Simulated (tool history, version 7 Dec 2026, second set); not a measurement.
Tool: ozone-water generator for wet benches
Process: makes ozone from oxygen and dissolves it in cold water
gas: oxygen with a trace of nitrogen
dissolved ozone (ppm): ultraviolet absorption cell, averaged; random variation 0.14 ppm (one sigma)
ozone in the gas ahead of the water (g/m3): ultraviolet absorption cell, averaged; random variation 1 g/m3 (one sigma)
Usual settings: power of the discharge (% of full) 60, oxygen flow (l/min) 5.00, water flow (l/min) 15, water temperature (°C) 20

run    hour  power of the discharge (% of full)  oxygen flow (l/min)  water flow (l/min)  water temperature (°C)  dissolved ozone (ppm)  ozone in the gas ahead of the water (g/m3)
  1     0.0                                  60                 5.00                  15                      20                   15.8                                       168.6
  2    95.6                                  60                 5.00                  15                      20                   15.7                                       167.9
  3   198.0                                  60                 5.00                  15                      20                   15.7                                       166.2
  4   323.4                                  60                 5.00                  15                      20                   15.8                                       168.2
  5   425.9                                  60                 5.00                  18                      20                   13.6                                       167.8
  6   586.0                                  60                 5.00                  18                      20                   13.5                                       168.5
  7   710.7                                  89                 5.00                  15                      20                   21.0                                       221.7
  8   863.7                                  76                 5.00                  15                      20                   18.5                                       196.5
  9   952.2                                  60                 5.00                  15                      13                   17.8                                       167.3
 10  1099.8                                  60                 5.00                  15                      13                   17.4                                       165.6
 11  1304.1                                  60                 5.00                  15                      13                   17.2                                       165.4
 12  1482.2                                  43                 5.00                  16                      13                   13.1                                       130.6
 13  1579.6                                  43                 5.00                  16                      13                   12.9                                       132.1
 14  1754.9                                  52                 5.00                  16                      21                   13.2                                       150.7
 15  1908.7                                  52                 5.00                  16                      21                   13.0                                       150.5
 16  2077.9                                  85                 5.00                  16                      17                   19.6                                       212.0
 17  2272.1                                  75                 5.86                  23                      19                   12.5                                       173.2
 18  2461.1                                  75                 5.86                  23                      19                   12.4                                       174.4
 19  2642.7                                  75                 5.86                  23                      19                   12.4                                       173.2
     2830.4  -- water thermometer calibrated
 20  2839.4                                  60                 5.00                   9                      14                   24.7                                       164.3
 21  2989.0                                  45                 5.00                  15                      20                   12.4                                       133.7

4 ways to go on from here, each from the tool as it stands after run 21. What would each give?
  A  3167.2                                  80                 5.00                  15                      20                      ?                                           ?
  B  3167.2                                  45                 6.42                  14                      20                      ?                                           ?
  C  3167.2                                  98                 8.44                  19                      20                      ?                                           ?
  D  3167.2                                  78                 6.89                  15                      14                      ?                                           ?

run  dissolved ozone (ppm)  ozone in the gas ahead of the water (g/m3)
  A                   18.7                                       199.8
  B                   12.6                                       114.9
  C                   16.4                                       166.1
  D                   19.3                                       160.2
Without the tool's hidden state the same runs would have given:
run  dissolved ozone (ppm)  ozone in the gas ahead of the water (g/m3)
  A                   21.0                                       218.5
  B                   13.8                                       121.5
  C                   18.7                                       183.9
  D                   21.8                                       175.0
